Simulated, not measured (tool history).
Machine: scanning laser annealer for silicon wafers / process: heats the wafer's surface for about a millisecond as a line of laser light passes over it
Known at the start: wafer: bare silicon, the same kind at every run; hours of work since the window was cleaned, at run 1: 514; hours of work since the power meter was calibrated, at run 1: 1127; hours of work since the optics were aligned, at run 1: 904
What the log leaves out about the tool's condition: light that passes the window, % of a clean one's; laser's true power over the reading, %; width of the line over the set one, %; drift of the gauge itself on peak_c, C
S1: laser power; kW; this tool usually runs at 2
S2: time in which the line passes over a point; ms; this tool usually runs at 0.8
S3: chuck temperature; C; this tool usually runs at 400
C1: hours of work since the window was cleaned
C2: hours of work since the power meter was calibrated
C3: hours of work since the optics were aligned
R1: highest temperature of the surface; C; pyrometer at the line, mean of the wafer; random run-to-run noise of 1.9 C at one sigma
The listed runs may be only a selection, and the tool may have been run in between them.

{"run": 1, "hour": 0.0, "S1": 2, "S2": 0.8, "S3": 400, "C1": 514, "C2": 1127, "C3": 904, "R1": 1047}
{"run": 2, "hour": 18.3, "S1": 2, "S2": 0.8, "S3": 400, "C1": 527, "C2": 1140, "C3": 917, "R1": 1044}
{"run": 3, "hour": 58.9, "S1": 2, "S2": 0.8, "S3": 400, "C1": 556, "C2": 1170, "C3": 946, "R1": 1038}
{"run": 4, "hour": 81.9, "S1": 2, "S2": 0.8, "S3": 404, "C1": 573, "C2": 1186, "C3": 963, "R1": 1043}
{"hour": 112.9, "done": "window over the wafer cleaned"}
{"run": 5, "hour": 115.9, "S1": 1.918, "S2": 0.8, "S3": 400, "C1": 2, "C2": 1210, "C3": 986, "R1": 1053}
{"run": 6, "hour": 153.2, "S1": 1.809, "S2": 0.8, "S3": 400, "C1": 29, "C2": 1236, "C3": 1013, "R1": 1006}
{"run": 7, "hour": 177.1, "S1": 1.809, "S2": 0.8, "S3": 400, "C1": 46, "C2": 1254, "C3": 1030, "R1": 1007}
{"run": 8, "hour": 199.7, "S1": 1.809, "S2": 0.8, "S3": 400, "C1": 63, "C2": 1270, "C3": 1047, "R1": 1004}
{"run": 9, "hour": 219.2, "S1": 1.951, "S2": 0.68, "S3": 424, "C1": 77, "C2": 1284, "C3": 1061, "R1": 1030}
{"run": 10, "hour": 240.7, "S1": 1.96, "S2": 0.891, "S3": 362, "C1": 93, "C2": 1300, "C3": 1076, "R1": 1062}

Branching from run 10: 5 alternative next runs. What would each branch give?
{"run": "A", "hour": 264.7, "S1": 1.96, "S2": 0.601, "S3": 379, "C1": 110, "C2": 1317, "C3": 1094, "R1": "?"}
{"run": "B", "hour": 264.7, "S1": 1.75, "S2": 0.8, "S3": 387, "C1": 110, "C2": 1317, "C3": 1094, "R1": "?"}
{"run": "C", "hour": 264.7, "S1": 2.13, "S2": 0.743, "S3": 362, "C1": 110, "C2": 1317, "C3": 1094, "R1": "?"}
{"run": "D", "hour": 264.7, "S1": 1.96, "S2": 0.887, "S3": 423, "C1": 110, "C2": 1317, "C3": 1094, "R1": "?"}
{"run": "E", "hour": 264.7, "S1": 1.804, "S2": 0.8, "S3": 400, "C1": 110, "C2": 1317, "C3": 1094, "R1": "?"}

run=A R1=947
run=B R1=962
run=C R1=1067
run=D R1=1116
run=E R1=996
Without the tool's hidden state the same runs would have given:
run=A R1=972
run=B R1=987
run=C R1=1097
run=D R1=1146
run=E R1=1021
